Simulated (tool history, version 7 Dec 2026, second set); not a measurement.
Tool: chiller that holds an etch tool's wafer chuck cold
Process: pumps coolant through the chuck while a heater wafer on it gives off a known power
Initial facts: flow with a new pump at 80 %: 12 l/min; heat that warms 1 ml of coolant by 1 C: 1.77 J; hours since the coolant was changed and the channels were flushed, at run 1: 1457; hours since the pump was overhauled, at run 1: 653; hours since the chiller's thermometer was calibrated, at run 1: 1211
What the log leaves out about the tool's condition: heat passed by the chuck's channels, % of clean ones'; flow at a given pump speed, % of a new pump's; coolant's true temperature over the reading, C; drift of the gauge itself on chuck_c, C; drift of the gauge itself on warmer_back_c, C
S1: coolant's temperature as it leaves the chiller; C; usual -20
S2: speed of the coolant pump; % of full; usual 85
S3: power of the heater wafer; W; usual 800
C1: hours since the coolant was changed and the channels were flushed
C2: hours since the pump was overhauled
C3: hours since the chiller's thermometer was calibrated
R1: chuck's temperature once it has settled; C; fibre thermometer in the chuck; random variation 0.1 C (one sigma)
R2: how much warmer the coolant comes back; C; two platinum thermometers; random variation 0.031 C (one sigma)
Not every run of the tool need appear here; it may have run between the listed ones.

{"run": 1, "hour": 0.0, "S1": -20, "S2": 85, "S3": 800, "C1": 1457, "C2": 653, "C3": 1211, "R1": -12.4, "R2": 2.14}
{"run": 2, "hour": 29.5, "S1": -20, "S2": 85, "S3": 800, "C1": 1487, "C2": 683, "C3": 1241, "R1": -12.3, "R2": 2.14}
{"run": 3, "hour": 44.4, "S1": -20, "S2": 75, "S3": 800, "C1": 1502, "C2": 698, "C3": 1256, "R1": -11.9, "R2": 2.47}
{"run": 4, "hour": 64.0, "S1": -20, "S2": 85, "S3": 800, "C1": 1521, "C2": 717, "C3": 1275, "R1": -12.6, "R2": 2.11}
{"run": 5, "hour": 89.2, "S1": -20, "S2": 85, "S3": 800, "C1": 1547, "C2": 742, "C3": 1301, "R1": -12.5, "R2": 2.09}
{"run": 6, "hour": 117.5, "S1": -20, "S2": 85, "S3": 800, "C1": 1575, "C2": 771, "C3": 1329, "R1": -12.5, "R2": 2.12}
{"run": 7, "hour": 136.2, "S1": -20, "S2": 85, "S3": 800, "C1": 1594, "C2": 789, "C3": 1348, "R1": -12.5, "R2": 2.12}
{"run": 8, "hour": 157.9, "S1": -20, "S2": 85, "S3": 800, "C1": 1615, "C2": 811, "C3": 1369, "R1": -12.3, "R2": 2.1}
{"run": 9, "hour": 173.9, "S1": -20, "S2": 85, "S3": 800, "C1": 1631, "C2": 827, "C3": 1385, "R1": -12.5, "R2": 2.09}
{"run": 10, "hour": 193.2, "S1": -20, "S2": 85, "S3": 800, "C1": 1651, "C2": 846, "C3": 1405, "R1": -12.4, "R2": 2.14}
{"run": 11, "hour": 221.8, "S1": -20, "S2": 85, "S3": 800, "C1": 1679, "C2": 875, "C3": 1433, "R1": -12.3, "R2": 2.13}
{"run": 12, "hour": 243.3, "S1": -20, "S2": 85, "S3": 800, "C1": 1701, "C2": 896, "C3": 1455, "R1": -12.4, "R2": 2.16}
{"run": 13, "hour": 260.2, "S1": -20, "S2": 85, "S3": 800, "C1": 1718, "C2": 913, "C3": 1472, "R1": -12.5, "R2": 2.14}
{"run": 14, "hour": 272.7, "S1": -20, "S2": 85, "S3": 800, "C1": 1730, "C2": 926, "C3": 1484, "R1": -12.4, "R2": 2.11}
{"run": 15, "hour": 286.2, "S1": -20, "S2": 85, "S3": 800, "C1": 1744, "C2": 939, "C3": 1498, "R1": -12.4, "R2": 2.1}
{"run": 16, "hour": 303.0, "S1": -20, "S2": 85, "S3": 551, "C1": 1760, "C2": 956, "C3": 1514, "R1": -14.8, "R2": 1.41}
{"run": 17, "hour": 319.9, "S1": -20, "S2": 72, "S3": 921, "C1": 1777, "C2": 973, "C3": 1531, "R1": -10.3, "R2": 2.93}
{"run": 18, "hour": 349.3, "S1": -20, "S2": 93, "S3": 1079, "C1": 1807, "C2": 1002, "C3": 1561, "R1": -10.1, "R2": 2.58}
{"run": 19, "hour": 368.7, "S1": -23, "S2": 65, "S3": 800, "C1": 1826, "C2": 1022, "C3": 1580, "R1": -14.1, "R2": 2.9}
{"run": 20, "hour": 397.9, "S1": -23, "S2": 65, "S3": 800, "C1": 1855, "C2": 1051, "C3": 1609, "R1": -14, "R2": 2.81}
{"run": 21, "hour": 428.1, "S1": -20, "S2": 92, "S3": 800, "C1": 1885, "C2": 1081, "C3": 1640, "R1": -12.8, "R2": 1.94}
{"run": 22, "hour": 450.1, "S1": -20, "S2": 92, "S3": 800, "C1": 1907, "C2": 1103, "C3": 1662, "R1": -12.7, "R2": 1.95}
{"run": 23, "hour": 475.1, "S1": -23, "S2": 68, "S3": 455, "C1": 1932, "C2": 1128, "C3": 1686, "R1": -18.1, "R2": 1.48}
{"run": 24, "hour": 504.9, "S1": -28, "S2": 85, "S3": 800, "C1": 1962, "C2": 1158, "C3": 1716, "R1": -20.3, "R2": 2.12}
{"run": 25, "hour": 535.0, "S1": -20, "S2": 89, "S3": 991, "C1": 1992, "C2": 1188, "C3": 1746, "R1": -10.8, "R2": 2.52}
{"run": 26, "hour": 555.3, "S1": -20, "S2": 61, "S3": 640, "C1": 2013, "C2": 1209, "C3": 1767, "R1": -12.4, "R2": 2.42}
{"run": 27, "hour": 572.3, "S1": -14, "S2": 61, "S3": 720, "C1": 2030, "C2": 1225, "C3": 1784, "R1": -5.6, "R2": 2.72}
{"run": 28, "hour": 595.9, "S1": -17, "S2": 66, "S3": 453, "C1": 2053, "C2": 1249, "C3": 1807, "R1": -12, "R2": 1.63}
{"run": 29, "hour": 615.9, "S1": -17, "S2": 66, "S3": 453, "C1": 2073, "C2": 1269, "C3": 1827, "R1": -12, "R2": 1.58}
{"run": 30, "hour": 639.6, "S1": -17, "S2": 66, "S3": 453, "C1": 2097, "C2": 1293, "C3": 1851, "R1": -11.8, "R2": 1.52}
{"run": 31, "hour": 658.6, "S1": -17, "S2": 66, "S3": 453, "C1": 2116, "C2": 1312, "C3": 1870, "R1": -11.9, "R2": 1.6}
{"run": 32, "hour": 673.4, "S1": -16, "S2": 62, "S3": 711, "C1": 2131, "C2": 1327, "C3": 1885, "R1": -7.8, "R2": 2.64}

Branching from run 32: 4 alternative next runs. What would each branch give?
{"run": "A", "hour": 696.6, "S1": -20, "S2": 77, "S3": 862, "C1": 2154, "C2": 1350, "C3": 1908, "R1": "?", "R2": "?"}
{"run": "B", "hour": 696.6, "S1": -22, "S2": 64, "S3": 916, "C1": 2154, "C2": 1350, "C3": 1908, "R1": "?", "R2": "?"}
{"run": "C", "hour": 696.6, "S1": -16, "S2": 98, "S3": 711, "C1": 2154, "C2": 1350, "C3": 1908, "R1": "?", "R2": "?"}
{"run": "D", "hour": 696.6, "S1": -25, "S2": 62, "S3": 711, "C1": 2154, "C2": 1350, "C3": 1908, "R1": "?", "R2": "?"}

run=A R1=-11.3 R2=2.54
run=B R1=-11.6 R2=3.28
run=C R1=-9.7 R2=1.68
run=D R1=-16.9 R2=2.65
Take away the tool's hidden state, keep each run's random variation, and the runs would have read:
run=A R1=-11.3 R2=2.54
run=B R1=-11.6 R2=3.28
run=C R1=-9.7 R2=1.68
run=D R1=-16.9 R2=2.64
